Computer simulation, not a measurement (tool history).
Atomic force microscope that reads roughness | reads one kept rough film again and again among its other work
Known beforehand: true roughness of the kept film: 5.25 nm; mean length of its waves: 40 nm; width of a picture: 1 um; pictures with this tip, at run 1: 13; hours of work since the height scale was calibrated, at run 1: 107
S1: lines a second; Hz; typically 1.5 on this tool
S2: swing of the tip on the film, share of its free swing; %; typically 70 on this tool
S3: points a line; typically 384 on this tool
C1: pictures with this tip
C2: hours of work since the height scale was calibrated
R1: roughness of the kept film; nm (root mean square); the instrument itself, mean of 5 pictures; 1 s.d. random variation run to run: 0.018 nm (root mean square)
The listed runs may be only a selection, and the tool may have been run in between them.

run    day    S1  S2   S3   C1   C2     R1
  1      0   1.5  70  384   13  107  4.321
  2   0.35   1.5  70  384   20  111  4.225
  3  0.704   1.5  70  384   28  116  4.218
  4  0.975   1.5  70  384   33  119  4.164
  5  1.262   1.5  73  384   40  123   4.04
  6  1.558   1.5  70  384   46  127   4.08
  7  1.954   1.5  70  384   54  132  4.025
  8  2.288   1.5  70  384   61  136  3.938
  9    2.6   1.5  70  384   68  140  3.913
 10  2.983   1.5  70  384   76  145  3.833
 11  3.229   1.5  70  384   81  148  3.827
 12  3.521  2.64  70  384   87  151  3.604
 13  3.721  1.06  70  384   92  154  3.864
 14  3.933  1.06  70  384   96  157  3.807
 15  4.279  0.87  66  264  103  161  3.847
 16  4.675  1.71  73  336  112  166  3.567
 17  4.892  2.38  73  336  116  169  3.427
 18  5.229  3.33  70  384  123  173  3.336
     5.371  -- new tip fitted
 19  5.521  3.33  70  384    3  176   4.11
 20  5.725  2.68  70  384    7  179  4.165
 21  6.017  2.68  70  384   14  183  4.129
 22  6.367  2.68  70  414   21  187  4.085
 23  6.696  2.68  70  414   28  191   4.01
 24  7.012  2.68  71  414   35  195  3.948
 25  7.279  2.26  89  679   40  199  3.487
 26  7.521  2.26  89  679   45  202  3.456
 27  7.742   1.5  80  384   50  205  3.877
 28  7.938   1.5  80  384   54  207  3.875

Pick out some run-to-run changes in R1. Of each, how much would a tool without hidden state show as well, from the settings, what came in and chance, and how much is left for the hidden state and any gauge scatter not in both results compared?
What the log doesn't record here: radius of the tip, nm; height scale over the true one, %; drift of the gauge itself on roughness_nm, %.
Run 12 -> 13: S1 2.64 -> 1.06. R1 +0.26 nm (root mean square): hidden state -0.084, all else +0.344.
Run 18 -> 19: new tip fitted. R1 +0.774 nm (root mean square): hidden state +0.764, all else +0.01.
Run 24 -> 25: S1 2.68 -> 2.26, S2 71 -> 89, S3 414 -> 679. R1 -0.461 nm (root mean square): hidden state +0, all else -0.461.

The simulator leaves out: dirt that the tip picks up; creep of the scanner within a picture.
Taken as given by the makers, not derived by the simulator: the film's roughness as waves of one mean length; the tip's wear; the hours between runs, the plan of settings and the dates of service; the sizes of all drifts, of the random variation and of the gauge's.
